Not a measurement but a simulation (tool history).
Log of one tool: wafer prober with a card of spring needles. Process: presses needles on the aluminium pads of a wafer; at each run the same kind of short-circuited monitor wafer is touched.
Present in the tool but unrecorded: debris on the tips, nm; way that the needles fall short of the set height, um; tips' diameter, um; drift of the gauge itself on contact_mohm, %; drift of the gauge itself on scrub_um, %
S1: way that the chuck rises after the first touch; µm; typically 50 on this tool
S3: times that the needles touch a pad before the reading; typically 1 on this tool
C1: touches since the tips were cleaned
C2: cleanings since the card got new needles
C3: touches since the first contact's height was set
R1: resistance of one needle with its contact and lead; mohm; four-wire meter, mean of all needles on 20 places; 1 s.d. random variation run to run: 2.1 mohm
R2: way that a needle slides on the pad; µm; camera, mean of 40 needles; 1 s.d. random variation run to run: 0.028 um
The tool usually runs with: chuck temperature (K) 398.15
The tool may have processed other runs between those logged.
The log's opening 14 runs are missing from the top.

At day 4.738: tips cleaned on abrasive film.
Run 15, day 4.983: usual settings but S3 3; C1 3159; C2 24; C3 21582. Result: R1 250 mohm, R2 13.63 µm.
At day 5.392: tips cleaned on abrasive film.
Run 16, day 5.392: usual settings but S3 3; C1 0; C2 25; C3 26731. Result: R1 242 mohm, R2 13.64 µm.
Run 17, day 5.642: usual settings but S3 3; C1 3234; C2 25; C3 29965. Result: R1 252 mohm, R2 13.63 µm.
Run 18, day 5.988: usual settings but chuck temperature (K) 299.15, S3 2; C1 7662; C2 25; C3 34393. Result: R1 247 mohm, R2 13.57 µm.
At day 6.062: tips cleaned on abrasive film.
Run 19, day 6.267: usual settings but S1 67 µm, chuck temperature (K) 367.15; C1 2627; C2 26; C3 37898. Result: R1 244 mohm, R2 18.23 µm.
Run 20, day 6.688: usual settings but chuck temperature (K) 298.15, S3 2; C1 8012; C2 26; C3 43283. Result: R1 247 mohm, R2 13.51 µm.
At day 6.738: tips cleaned on abrasive film.
Run 21, day 7.033: usual settings but chuck temperature (K) 298.15, S3 2; C1 3786; C2 27; C3 47646. Result: R1 234 mohm, R2 13.56 µm.
At day 7.425: tips cleaned on abrasive film.
Run 22, day 7.488: usual settings but chuck temperature (K) 298.15, S3 2; C1 767; C2 28; C3 53380. Result: R1 219 mohm, R2 13.53 µm.
Run 23, day 7.9: usual settings but S1 31 µm, S3 2; C1 6074; C2 28; C3 58687. Result: R1 311 mohm, R2 8.32 µm.
At day 8.075: tips cleaned on abrasive film.
Run 24, day 8.183: usual settings but S1 31 µm, chuck temperature (K) 361.15, S3 2; C1 1398; C2 29; C3 62244. Result: R1 264 mohm, R2 8.31 µm.
Run 25, day 8.458: usual settings but S1 31 µm, chuck temperature (K) 324.15, S3 2; C1 4914; C2 29; C3 65760. Result: R1 289 mohm, R2 8.35 µm.
At day 8.608: height of the first contact set anew.
At day 8.738: tips cleaned on abrasive film.
Run 26, day 8.958: usual settings but S1 67 µm, chuck temperature (K) 394.15, S3 2; C1 2800; C2 30; C3 4396. Result: R1 242 mohm, R2 18.27 µm.
At day 9.388: tips cleaned on abrasive film.
Run 27, day 9.388: usual settings but S1 59 µm, chuck temperature (K) 330.15, S3 2; C1 0; C2 31; C3 9863. Result: R1 215 mohm, R2 16.12 µm.
Run 28, day 9.633: usual settings but S1 59 µm, chuck temperature (K) 330.15, S3 2; C1 3134; C2 31; C3 12997. Result: R1 232 mohm, R2 16.1 µm.
Run 29, day 9.892: usual settings but S1 59 µm, chuck temperature (K) 330.15, S3 2; C1 6450; C2 31; C3 16313. Result: R1 235 mohm, R2 16.16 µm.
At day 10.062: tips cleaned on abrasive film.
Run 30, day 10.167: usual settings but S1 59 µm, chuck temperature (K) 330.15, S3 2; C1 1327; C2 32; C3 19760. Result: R1 222 mohm, R2 16.09 µm.
Run 31, day 10.579: usual settings but S1 59 µm, chuck temperature (K) 330.15, S3 2; C1 6620; C2 32; C3 25053. Result: R1 241 mohm, R2 16.11 µm.
At day 10.733: tips cleaned on abrasive film.
Run 32, day 10.858: usual settings but S1 45 µm, chuck temperature (K) 322.15, S3 2; C1 1583; C2 33; C3 28519. Result: R1 235 mohm, R2 12.24 µm.
Run 33, day 11.321: usual settings but S1 45 µm, chuck temperature (K) 322.15, S3 2; C1 7518; C2 33; C3 34454. Result: R1 258 mohm, R2 12.21 µm.
At day 11.4: tips cleaned on abrasive film.
Run 34, day 11.746: usual settings but S1 45 µm, chuck temperature (K) 322.15, S3 2; C1 4387; C2 34; C3 39830. Result: R1 249 mohm, R2 12.25 µm.

4 options for the next run, each taken on its own from the tool as it stands now. Forecast them:
Run A, day 12.004: usual settings but S1 38 µm; C1 7719; C2 34; C3 43162. Result: R1 ?, R2 ?.
Run B, day 12.004: usual settings but chuck temperature (K) 334.15; C1 7719; C2 34; C3 43162. Result: R1 ?, R2 ?.
Run C, day 12.004: usual settings but S1 45 µm, chuck temperature (K) 320.15, S3 3; C1 7719; C2 34; C3 43162. Result: R1 ?, R2 ?.
Run D, day 12.004: usual settings but S1 66 µm, chuck temperature (K) 337.15, S3 2; C1 7719; C2 34; C3 43162. Result: R1 ?, R2 ?.

run   R1     R2
  A  317  10.31
  B  268  13.61
  C  244  12.23
  D  237  17.96
Without the tool's hidden state the same runs would have given:
run   R1     R2
  A  243  10.41
  B  218   13.7
  C  221  12.33
  D  218  18.05

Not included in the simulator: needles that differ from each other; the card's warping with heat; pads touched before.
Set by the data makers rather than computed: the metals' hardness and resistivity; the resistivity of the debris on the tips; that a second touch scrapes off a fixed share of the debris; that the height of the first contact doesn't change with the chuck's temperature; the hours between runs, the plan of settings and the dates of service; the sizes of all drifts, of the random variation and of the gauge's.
